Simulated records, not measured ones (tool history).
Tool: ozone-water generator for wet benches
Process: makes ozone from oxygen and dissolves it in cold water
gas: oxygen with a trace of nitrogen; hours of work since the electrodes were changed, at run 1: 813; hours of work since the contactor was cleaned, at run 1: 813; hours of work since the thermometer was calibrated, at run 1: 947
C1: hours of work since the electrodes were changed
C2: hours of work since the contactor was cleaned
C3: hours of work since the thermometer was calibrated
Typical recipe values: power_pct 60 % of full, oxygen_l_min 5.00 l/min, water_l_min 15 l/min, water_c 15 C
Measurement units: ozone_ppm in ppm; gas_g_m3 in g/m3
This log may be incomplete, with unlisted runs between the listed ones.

Run 1, hour 0.0: usual settings; C1 813; C2 813; C3 947. Result: ozone_ppm 26.9 ppm, gas_g_m3 186.0 g/m3.
Run 2, hour 64.0: usual settings but power_pct 48 % of full; C1 855; C2 855; C3 988. Result: ozone_ppm 22.6 ppm, gas_g_m3 155.2 g/m3.
Run 3, hour 95.7: usual settings but power_pct 48 % of full; C1 875; C2 875; C3 1009. Result: ozone_ppm 22.6 ppm, gas_g_m3 153.2 g/m3.
Run 4, hour 133.7: usual settings but power_pct 63 % of full; C1 900; C2 900; C3 1034. Result: ozone_ppm 27.5 ppm, gas_g_m3 192.1 g/m3.
Run 5, hour 185.9: usual settings but power_pct 63 % of full; C1 934; C2 934; C3 1068. Result: ozone_ppm 27.8 ppm, gas_g_m3 190.7 g/m3.
Run 6, hour 222.3: usual settings but power_pct 63 % of full; C1 958; C2 958; C3 1091. Result: ozone_ppm 27.6 ppm, gas_g_m3 191.2 g/m3.
Run 7, hour 287.7: usual settings; C1 1000; C2 1000; C3 1134. Result: ozone_ppm 26.7 ppm, gas_g_m3 185.7 g/m3.
Run 8, hour 343.9: usual settings but power_pct 76 % of full; C1 1037; C2 1037; C3 1171. Result: ozone_ppm 32.3 ppm, gas_g_m3 222.6 g/m3.
Run 9, hour 392.6: usual settings; C1 1069; C2 1069; C3 1202. Result: ozone_ppm 26.6 ppm, gas_g_m3 186.4 g/m3.
Run 10, hour 451.4: usual settings; C1 1107; C2 1107; C3 1241. Result: ozone_ppm 26.4 ppm, gas_g_m3 185.2 g/m3.
Run 11, hour 521.5: usual settings but water_c 20 C; C1 1153; C2 1153; C3 1286. Result: ozone_ppm 24.8 ppm, gas_g_m3 182.9 g/m3.
Run 12, hour 567.4: usual settings but water_c 20 C; C1 1183; C2 1183; C3 1316. Result: ozone_ppm 24.6 ppm, gas_g_m3 183.5 g/m3.
Run 13, hour 604.5: usual settings; C1 1207; C2 1207; C3 1340. Result: ozone_ppm 26.6 ppm, gas_g_m3 183.2 g/m3.
Run 14, hour 666.7: usual settings; C1 1247; C2 1247; C3 1381. Result: ozone_ppm 26.7 ppm, gas_g_m3 183.2 g/m3.
Run 15, hour 740.8: usual settings but power_pct 57 % of full; C1 1295; C2 1295; C3 1429. Result: ozone_ppm 25.2 ppm, gas_g_m3 177.2 g/m3.
Run 16, hour 789.4: usual settings but water_l_min 11 l/min; C1 1327; C2 1327; C3 1461. Result: ozone_ppm 31.5 ppm, gas_g_m3 184.5 g/m3.
Run 17, hour 843.5: usual settings but water_l_min 11 l/min; C1 1362; C2 1362; C3 1496. Result: ozone_ppm 32.0 ppm, gas_g_m3 181.6 g/m3.
Run 18, hour 908.2: usual settings but water_l_min 11 l/min; C1 1404; C2 1404; C3 1538. Result: ozone_ppm 31.6 ppm, gas_g_m3 182.2 g/m3.
Run 19, hour 957.3: usual settings but oxygen_l_min 5.50 l/min, water_l_min 16 l/min; C1 1436; C2 1436; C3 1570. Result: ozone_ppm 25.8 ppm, gas_g_m3 175.6 g/m3.
Run 20, hour 990.7: usual settings but oxygen_l_min 8.55 l/min, water_l_min 14 l/min, water_c 8 C; C1 1458; C2 1458; C3 1592. Result: ozone_ppm 32.6 ppm, gas_g_m3 149.9 g/m3.
Run 21, hour 1025.1: usual settings but oxygen_l_min 8.55 l/min, water_l_min 14 l/min, water_c 8 C; C1 1481; C2 1481; C3 1614. Result: ozone_ppm 32.5 ppm, gas_g_m3 150.9 g/m3.
Run 22, hour 1089.6: usual settings but power_pct 74 % of full, oxygen_l_min 4.04 l/min, water_l_min 18 l/min, water_c 22 C; C1 1523; C2 1523; C3 1656. Result: ozone_ppm 24.2 ppm, gas_g_m3 233.2 g/m3.
Run 23, hour 1137.4: usual settings but power_pct 74 % of full, oxygen_l_min 4.04 l/min, water_l_min 18 l/min, water_c 22 C; C1 1554; C2 1554; C3 1687. Result: ozone_ppm 24.1 ppm, gas_g_m3 232.7 g/m3.
Run 24, hour 1197.4: usual settings but power_pct 43 % of full, water_l_min 14 l/min; C1 1593; C2 1593; C3 1726. Result: ozone_ppm 21.6 ppm, gas_g_m3 141.3 g/m3.
Run 25, hour 1258.4: usual settings but power_pct 43 % of full, water_l_min 24 l/min, water_c 17 C; C1 1632; C2 1632; C3 1766. Result: ozone_ppm 14.4 ppm, gas_g_m3 142.4 g/m3.
Run 26, hour 1309.9: usual settings but power_pct 61 % of full, oxygen_l_min 2.83 l/min, water_l_min 11 l/min, water_c 17 C; C1 1666; C2 1666; C3 1800. Result: ozone_ppm 28.5 ppm, gas_g_m3 227.5 g/m3.
Run 27, hour 1363.4: usual settings but power_pct 61 % of full, oxygen_l_min 2.83 l/min, water_l_min 11 l/min, water_c 11 C; C1 1701; C2 1701; C3 1834. Result: ozone_ppm 31.0 ppm, gas_g_m3 225.0 g/m3.
Run 28, hour 1435.4: usual settings but power_pct 48 % of full, oxygen_l_min 3.81 l/min, water_c 9 C; C1 1748; C2 1748; C3 1881. Result: ozone_ppm 22.4 ppm, gas_g_m3 167.4 g/m3.

Run 29 has not been measured yet. What should we expect?
Run 29, hour 1505.3: usual settings but power_pct 48 % of full, oxygen_l_min 3.33 l/min, water_c 13 C; C1 1793; C2 1793; C3 1927. Result: ozone_ppm ?, gas_g_m3 ?.

Run 29 produced ozone_ppm 21.1 ppm, gas_g_m3 175.4 g/m3.
With no hidden state in the tool, this same run would have given ozone_ppm 21.7 ppm, gas_g_m3 179.1 g/m3.
